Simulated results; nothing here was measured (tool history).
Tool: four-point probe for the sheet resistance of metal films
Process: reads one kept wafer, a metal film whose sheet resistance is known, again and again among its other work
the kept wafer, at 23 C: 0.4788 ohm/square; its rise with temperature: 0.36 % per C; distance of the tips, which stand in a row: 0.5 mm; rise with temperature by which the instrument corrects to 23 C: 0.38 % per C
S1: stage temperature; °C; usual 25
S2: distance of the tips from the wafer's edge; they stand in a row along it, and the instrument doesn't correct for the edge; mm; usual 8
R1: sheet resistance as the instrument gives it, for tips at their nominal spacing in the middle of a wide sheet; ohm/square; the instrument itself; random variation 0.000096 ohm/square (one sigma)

run     day  S1  S2        R1
  1   0.000  25   8  0.474103
  2   1.029  26   8  0.473937
  3   1.842  26   8  0.473838
  4   2.629  21   8  0.474144
  5   3.983  20   8  0.474360
  6   4.696  20   8  0.474336
  7   5.796  25   8  0.473577
  8   6.875  25  18  0.472874
  9   8.350  25  10  0.473239
 10   9.238  25   8  0.473670
 11  10.679  25   8  0.473479
 12  11.662  25  65  0.472360
 13  12.742  30   8  0.472873
 14  14.200  30   8  0.472735
 15  15.012  25   8  0.473191
 16  15.725  31   8  0.472715
 17  16.867  31   8  0.472684
 18  18.146  31   8  0.472432
 19  18.879  25  52  0.471872
 20  19.629  25   8  0.472884
 21  20.496  25   8  0.472860
 22  21.892  25  50  0.471758
 23  22.767  19  18  0.472522
 24  24.212  19  19  0.472420
 25  25.125  19  19  0.472404
 26  25.921  19  19  0.472136
 27  26.621  19  19  0.472288
 28  27.467  24  13  0.471989
 29  28.717  24  13  0.471936
 30  29.708  20  10  0.472506
 31  30.325  31  62  0.470870
 32  31.562  30   8  0.472059
 33  32.271  30   8  0.471753
 34  33.425  27  19  0.471206
 35  34.054  27  19  0.470932

Run 36 comes next. What will it give?
 36  34.800  31  58   ?

{"run 36": {"R1": 0.470549}}
Without the tool's hidden state the same run would have given R1 0.478109 ohm/square.
